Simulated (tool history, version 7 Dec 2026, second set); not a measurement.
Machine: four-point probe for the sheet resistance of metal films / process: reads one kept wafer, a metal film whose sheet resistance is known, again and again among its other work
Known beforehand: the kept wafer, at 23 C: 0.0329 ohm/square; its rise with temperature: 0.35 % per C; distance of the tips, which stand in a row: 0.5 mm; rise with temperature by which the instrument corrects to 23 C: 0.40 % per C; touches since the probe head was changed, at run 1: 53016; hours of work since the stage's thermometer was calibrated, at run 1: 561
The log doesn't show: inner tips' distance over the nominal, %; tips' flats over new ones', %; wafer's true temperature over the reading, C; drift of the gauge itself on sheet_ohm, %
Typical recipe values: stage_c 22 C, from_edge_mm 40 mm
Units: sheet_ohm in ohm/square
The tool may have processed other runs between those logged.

run    hour  stage_c  from_edge_mm  touches since the probe head was changed  hours of work since the stage's thermometer was calibrated  sheet_ohm
  1     0.0       22            40                                     53016                                                         561   0.032558
  2    63.1       22            40                                     55412                                                         601   0.032543
  3    93.3       22            40                                     56557                                                         620   0.032547
  4   123.0       22            40                                     57685                                                         639   0.032544
  5   176.5       22            40                                     59715                                                         673   0.032515
  6   222.2       22            40                                     61450                                                         702   0.032512
  7   253.6       22            40                                     62641                                                         722   0.032501
  8   302.5       28            40                                     64495                                                         753   0.032399
  9   330.8       19            40                                     65572                                                         771   0.032541
 10   365.2       22            40                                     66877                                                         793   0.032475
 11   406.5       22            40                                     68444                                                         819   0.032476
 12   464.8       22            40                                     70654                                                         856   0.032459
 13   527.1       22            40                                     73020                                                         895   0.032456
 14   581.6       22            40                                     75088                                                         930   0.032447
      628.0  -- new probe head fitted
 15   643.8       23            40                                       598                                                         968   0.032909
 16   699.3       23            40                                      2705                                                        1004   0.032889
 17   732.5       19             9                                      3964                                                        1025   0.033011
      736.2  -- stage's thermometer calibrated
 18   794.2       19             9                                      6289                                                          37   0.033033
 19   825.6       28            14                                      7478                                                          57   0.032833
 20   854.7       30            45                                      8586                                                          75   0.032768
      863.0  -- stage's thermometer calibrated, once more
 21   908.0       30            45                                     10589                                                          29   0.032686
 22   957.4       24            15                                     12463                                                          60   0.032788
 23  1007.7       22            36                                     14370                                                          92   0.032793
 24  1036.2       22            36                                     15453                                                         110   0.032786
 25  1081.6       18            22                                     17176                                                         138   0.032859
 26  1112.1       18            59                                     18335                                                         158   0.032844
 27  1158.9       21            28                                     20112                                                         187   0.032779
 28  1206.2       28             4                                     21907                                                         217   0.032922
 29  1256.1       23            20                                     23799                                                         249   0.032747
 30  1284.8       34            27                                     24889                                                         267   0.032537
 31  1344.9       26            11                                     27171                                                         305   0.032694
 32  1385.0       25             7                                     28691                                                         331   0.032755

Measured minus without-hidden-state, run by run (identical run-to-run variation in each term; gauge scatter may differ):
run  sheet_ohm
  1  -0.000361
  2  -0.000373
  3  -0.000379
  4  -0.000385
  5  -0.000397
  6  -0.000406
  7  -0.000414
  8  -0.000423
  9  -0.000430
 10  -0.000437
 11  -0.000445
 12  -0.000457
 13  -0.000472
 14  -0.000482
 15  -0.000002
 16  -0.000013
 17  -0.000019
 18  -0.000005
 19  -0.000014
 20  -0.000020
 21  -0.000105
 22  -0.000115
 23  -0.000127
 24  -0.000133
 25  -0.000141
 26  -0.000148
 27  -0.000158
 28  -0.000168
 29  -0.000177
 30  -0.000183
 31  -0.000195
 32  -0.000203
